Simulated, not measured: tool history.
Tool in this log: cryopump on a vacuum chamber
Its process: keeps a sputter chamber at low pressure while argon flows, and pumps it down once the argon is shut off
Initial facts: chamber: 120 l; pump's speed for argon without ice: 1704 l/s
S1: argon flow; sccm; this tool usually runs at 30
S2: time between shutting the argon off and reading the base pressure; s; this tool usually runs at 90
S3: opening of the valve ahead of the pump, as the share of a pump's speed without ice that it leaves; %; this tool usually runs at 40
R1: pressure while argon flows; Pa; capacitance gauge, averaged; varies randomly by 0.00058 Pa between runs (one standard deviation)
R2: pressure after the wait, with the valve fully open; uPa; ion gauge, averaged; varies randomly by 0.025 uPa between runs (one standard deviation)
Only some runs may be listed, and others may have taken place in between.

| run | hour | S1 | S2 | S3 | R1 | R2 |
|---|---|---|---|---|---|---|
| 1 | 0.0 | 30 | 90 | 40 | 0.0773 | 2.04 |
| 2 | 43.8 | 30 | 69 | 40 | 0.0778 | 2.23 |
| 3 | 95.2 | 30 | 69 | 40 | 0.0769 | 2.28 |
| 4 | 145.4 | 30 | 69 | 40 | 0.0778 | 2.31 |
|  | 178.7 | leaking fittings of the chamber tightened, without venting |
| 5 | 206.3 | 30 | 92 | 40 | 0.0770 | 1.00 |
| 6 | 236.7 | 30 | 90 | 40 | 0.0763 | 1.00 |
| 7 | 276.7 | 30 | 90 | 40 | 0.0779 | 1.01 |
| 8 | 310.4 | 30 | 90 | 40 | 0.0784 | 0.98 |
| 9 | 359.1 | 30 | 90 | 40 | 0.0778 | 0.95 |
| 10 | 390.7 | 30 | 90 | 26 | 0.1183 | 1.04 |
| 11 | 441.4 | 56 | 90 | 40 | 0.1451 | 1.01 |
| 12 | 485.5 | 56 | 90 | 40 | 0.1451 | 1.02 |
| 13 | 521.2 | 56 | 90 | 40 | 0.1468 | 1.05 |
| 14 | 569.3 | 56 | 90 | 40 | 0.1460 | 1.03 |
| 15 | 612.0 | 30 | 90 | 40 | 0.0783 | 1.03 |
| 16 | 662.8 | 30 | 74 | 40 | 0.0786 | 1.19 |
| 17 | 713.1 | 30 | 74 | 40 | 0.0786 | 1.28 |
| 18 | 746.9 | 30 | 243 | 58 | 0.0549 | 0.58 |
| 19 | 801.5 | 35 | 90 | 42 | 0.0873 | 1.11 |
| 20 | 845.3 | 35 | 90 | 42 | 0.0876 | 1.11 |
| 21 | 896.8 | 15 | 205 | 48 | 0.0339 | 0.69 |
|  | 956.0 | pump warmed up, emptied and cooled again |
| 22 | 956.4 | 30 | 90 | 16 | 0.1861 | 1.08 |
| 23 | 1006.6 | 36 | 90 | 16 | 0.2237 | 1.03 |
| 24 | 1032.3 | 31 | 90 | 39 | 0.0788 | 1.03 |
| 25 | 1079.9 | 31 | 90 | 39 | 0.0799 | 1.08 |
| 26 | 1126.7 | 16 | 31 | 28 | 0.0580 | 2.60 |
| 27 | 1184.0 | 19 | 130 | 28 | 0.0683 | 0.80 |
| 28 | 1236.8 | 19 | 105 | 40 | 0.0471 | 1.00 |
| 29 | 1290.9 | 13 | 103 | 45 | 0.0293 | 1.02 |
| 30 | 1342.4 | 12 | 95 | 40 | 0.0310 | 1.08 |
| 31 | 1398.8 | 12 | 23 | 24 | 0.0503 | 3.39 |
| 32 | 1437.6 | 30 | 90 | 22 | 0.1361 | 1.14 |
| 33 | 1494.3 | 29 | 29 | 33 | 0.0889 | 2.80 |

Pick out some run-to-run changes in R1. Of each, how much would a tool without hidden state show as well, from the settings, what came in and chance, and how much is left for the hidden state and any gauge scatter not in both results compared?
Hidden conditions of the tool in this case: pump's speed, % of a pump's without ice; cold plate's temperature, K; leak into the chamber, uPa l/s; drift of the gauge itself on working_pa, %; drift of the gauge itself on base_upa, %.
Run 10 -> 11: S1 30 -> 56, S3 26 -> 40. R1 +0.0268 Pa: hidden state +0.0034, all else +0.0234.
Run 14 -> 15: S1 56 -> 30. R1 -0.0677 Pa: hidden state -0.0033, all else -0.0644.
Run 20 -> 21: S1 35 -> 15, S2 90 -> 205, S3 42 -> 48. R1 -0.0537 Pa: hidden state -0.0031, all else -0.0506.
Run 21 -> 22: S1 15 -> 30, S2 205 -> 90, S3 48 -> 16, pump warmed up, emptied and cooled again. R1 +0.1522 Pa: hidden state -0.0021, all else +0.1543.
Run 23 -> 24: S1 36 -> 31, S3 16 -> 39. R1 -0.1449 Pa: hidden state +0.0000, all else -0.1449.
Run 31 -> 32: S1 12 -> 30, S2 23 -> 90, S3 24 -> 22. R1 +0.0858 Pa: hidden state +0.0008, all else +0.0850.
